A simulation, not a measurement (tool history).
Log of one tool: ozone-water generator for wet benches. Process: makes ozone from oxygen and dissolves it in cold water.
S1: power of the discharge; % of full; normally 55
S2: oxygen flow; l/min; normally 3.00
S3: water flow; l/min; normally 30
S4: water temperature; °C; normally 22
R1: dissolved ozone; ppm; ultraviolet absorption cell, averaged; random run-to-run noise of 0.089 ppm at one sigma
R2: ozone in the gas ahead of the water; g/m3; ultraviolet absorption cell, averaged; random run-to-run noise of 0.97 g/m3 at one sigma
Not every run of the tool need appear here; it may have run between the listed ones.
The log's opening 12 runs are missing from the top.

run    hour  S1    S2  S3  S4     R1     R2
 13  1598.8  55  3.00  30  22  10.06  165.2
 14  1708.6  55  3.00  30  22  10.17  163.4
 15  1903.2  55  3.00  30  22  10.21  164.9
 16  2031.4  55  3.00  30  22  10.07  164.5
 17  2200.1  55  4.90  30  22  10.91  127.4
 18  2344.2  83  2.99  30  22  14.95  240.2
 19  2486.4  55  3.00  30  26   9.93  164.0
     2594.2  -- water thermometer calibrated
 20  2619.5  56  3.31  30  22  10.43  160.6
 21  2723.5  66  4.07  37  25  10.16  164.8
 22  2909.0  66  1.52  37  25   7.87  278.4
     2954.4  -- contactor cleaned
 23  3043.7  79  3.00  21  22  19.77  231.5
 24  3131.5  79  3.00  21  22  19.82  230.2
 25  3249.2  79  4.68  21  15  22.74  182.4
 26  3381.9  64  4.68  21  15  18.79  151.0
 27  3483.5  55  4.65  30  22  10.89  130.6
 28  3566.0  55  4.65  30  22  10.99  131.1
     3661.7  -- electrodes of the discharge changed
 29  3720.2  55  4.65  30  22  10.97  131.8
 30  3912.5  55  4.65  30  22  11.05  131.6
 31  4046.4  53  1.62  41  22   5.92  221.1
 32  4149.4  53  1.62  41  22   5.75  217.6
 33  4280.8  53  1.62  41  22   5.85  219.2

Here are 3 independent what-if runs from the current tool condition. What would each one return?
  A  4448.8  55  2.08  44  27   ?   ?
  B  4448.8  55  2.60  37  22   ?   ?
  C  4448.8  73  1.51  30  22   ?   ?

run     R1     R2
  A   6.03  200.0
  B   7.86  179.0
  C  11.16  306.7
The same runs, with their run-to-run variation unchanged, on a tool lacking any hidden condition would have given:
run     R1     R2
  A   6.03  200.0
  B   7.86  179.0
  C  11.16  306.8
